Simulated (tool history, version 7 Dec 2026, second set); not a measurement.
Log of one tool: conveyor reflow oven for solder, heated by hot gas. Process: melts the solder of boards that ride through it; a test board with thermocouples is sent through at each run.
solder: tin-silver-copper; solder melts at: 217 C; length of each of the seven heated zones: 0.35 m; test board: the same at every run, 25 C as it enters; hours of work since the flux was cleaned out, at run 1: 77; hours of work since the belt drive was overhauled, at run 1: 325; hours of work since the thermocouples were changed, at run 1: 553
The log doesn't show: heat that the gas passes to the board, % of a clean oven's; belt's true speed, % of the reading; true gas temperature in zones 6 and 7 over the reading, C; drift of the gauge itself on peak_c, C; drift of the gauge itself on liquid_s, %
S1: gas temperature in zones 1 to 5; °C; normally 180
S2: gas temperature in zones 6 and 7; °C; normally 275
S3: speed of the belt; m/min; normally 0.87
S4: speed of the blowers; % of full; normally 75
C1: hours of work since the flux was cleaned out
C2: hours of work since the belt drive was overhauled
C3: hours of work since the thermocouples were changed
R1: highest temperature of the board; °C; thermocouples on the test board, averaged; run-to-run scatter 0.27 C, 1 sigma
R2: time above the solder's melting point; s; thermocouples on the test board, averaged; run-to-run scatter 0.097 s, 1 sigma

Run 1, hour 0: usual settings; C1 77; C2 325; C3 553. Result: R1 261.3 °C, R2 41.47 s.
Run 2, hour 56.2: usual settings but S1 165 °C; C1 112; C2 360; C3 589. Result: R1 258.2 °C, R2 37.45 s.
Run 3, hour 89.1: usual settings; C1 133; C2 381; C3 610. Result: R1 260.9 °C, R2 41.32 s.
Run 4, hour 144.4: usual settings; C1 168; C2 416; C3 645. Result: R1 260.1 °C, R2 41.39 s.
Run 5, hour 189.8: usual settings; C1 197; C2 445; C3 673. Result: R1 260.2 °C, R2 41.35 s.
Run 6, hour 252.9: usual settings; C1 237; C2 485; C3 713. Result: R1 260.2 °C, R2 41.23 s.
At hour 298.2: thermocouples of zones 6 and 7 changed.
Run 7, hour 310.9: usual settings; C1 272; C2 520; C3 8. Result: R1 260.7 °C, R2 41.69 s.
Run 8, hour 357: usual settings but S3 0.71 m/min; C1 301; C2 550; C3 37. Result: R1 265.7 °C, R2 53.6 s.
Run 9, hour 394.1: usual settings but S3 0.71 m/min; C1 325; C2 573; C3 61. Result: R1 266 °C, R2 53.46 s.
Run 10, hour 445.8: usual settings but S3 0.71 m/min; C1 358; C2 606; C3 93. Result: R1 265.3 °C, R2 53.54 s.
At hour 455.1: belt drive overhauled, speed set with a stopwatch.
Run 11, hour 491.8: usual settings but S3 0.71 m/min; C1 384; C2 23; C3 120. Result: R1 265.9 °C, R2 53.52 s.
Run 12, hour 554.7: usual settings but S3 0.71 m/min; C1 424; C2 63; C3 160. Result: R1 265.6 °C, R2 53.67 s.
At hour 616: flux residue cleaned out of gas plates and filters.
Run 13, hour 632.3: usual settings but S3 0.71 m/min; C1 10; C2 109; C3 206. Result: R1 266.6 °C, R2 54.08 s.
At hour 652.5: belt drive overhauled, speed set with a stopwatch, once more.
Run 14, hour 696.3: usual settings but S3 0.71 m/min; C1 48; C2 28; C3 244. Result: R1 266 °C, R2 53.03 s.
Run 15, hour 736.1: usual settings; C1 73; C2 53; C3 269. Result: R1 261 °C, R2 41.18 s.
Run 16, hour 794.8: usual settings; C1 111; C2 90; C3 306. Result: R1 261.1 °C, R2 41.01 s.
Run 17, hour 865.1: usual settings; C1 155; C2 135; C3 351. Result: R1 260.8 °C, R2 41.15 s.
Run 18, hour 905.7: usual settings; C1 181; C2 160; C3 376. Result: R1 260.5 °C, R2 41.01 s.
Run 19, hour 972.5: usual settings but S1 191 °C, S2 281 °C, S3 0.781 m/min, S4 83 % of full; C1 223; C2 203; C3 419. Result: R1 271.1 °C, R2 52.04 s.
Run 20, hour 1031.1: usual settings but S1 191 °C, S2 281 °C, S3 0.781 m/min, S4 83 % of full; C1 260; C2 240; C3 456. Result: R1 270.6 °C, R2 51.92 s.
Run 21, hour 1098.6: usual settings but S1 168 °C, S2 265 °C, S3 0.709 m/min, S4 76 % of full; C1 303; C2 282; C3 498. Result: R1 254.2 °C, R2 45.82 s.
Run 22, hour 1165: usual settings but S1 168 °C, S2 265 °C, S3 0.709 m/min, S4 76 % of full; C1 345; C2 324; C3 540. Result: R1 254.1 °C, R2 45.55 s.
Run 23, hour 1228.2: usual settings but S1 175 °C, S2 268 °C, S3 0.8 m/min, S4 77 % of full; C1 385; C2 364; C3 580. Result: R1 255.2 °C, R2 41.77 s.
Run 24, hour 1271.9: usual settings but S1 184 °C, S4 51 % of full; C1 413; C2 392; C3 608. Result: R1 253.4 °C, R2 38.24 s.
Run 25, hour 1326.1: usual settings but S1 169 °C, S4 52 % of full; C1 447; C2 426; C3 642. Result: R1 250.5 °C, R2 33.25 s.
At hour 1348.4: flux residue cleaned out of gas plates and filters.
Run 26, hour 1384.8: usual settings but S4 72 % of full; C1 23; C2 460; C3 676. Result: R1 259.8 °C, R2 41.06 s.
Run 27, hour 1432.5: usual settings but S1 166 °C; C1 53; C2 491; C3 707. Result: R1 258.8 °C, R2 37.6 s.
At hour 1485.5: thermocouples of zones 6 and 7 changed.
Run 28, hour 1487.2: usual settings but S1 195 °C, S3 0.862 m/min; C1 87; C2 524; C3 1. Result: R1 264.9 °C, R2 46.86 s.
Run 29, hour 1524.4: usual settings but S1 195 °C, S3 0.862 m/min; C1 110; C2 548; C3 25. Result: R1 264.9 °C, R2 46.77 s.
Run 30, hour 1570.5: usual settings but S1 170 °C; C1 139; C2 577; C3 54. Result: R1 260.6 °C, R2 39.19 s.
Run 31, hour 1613.4: usual settings but S2 270 °C, S3 0.921 m/min; C1 167; C2 604; C3 81. Result: R1 256.2 °C, R2 37.12 s.

Here are 3 independent what-if runs from the current tool condition. What would each one return?
Run A, hour 1652.4: usual settings but S2 266 °C, S3 0.921 m/min, S4 89 % of full; C1 191; C2 629; C3 106. Result: R1 ?, R2 ?.
Run B, hour 1652.4: usual settings but S2 270 °C, S3 0.712 m/min; C1 191; C2 629; C3 106. Result: R1 ?, R2 ?.
Run C, hour 1652.4: usual settings but S3 0.897 m/min, S4 65 % of full; C1 191; C2 629; C3 106. Result: R1 ?, R2 ?.

run     R1     R2
  A    255   37.1
  B  262.1  51.86
  C  258.5   38.9
With no hidden state in the tool, these same runs would have given:
run     R1     R2
  A  255.8  37.27
  B  262.7   51.8
  C  259.2  38.99
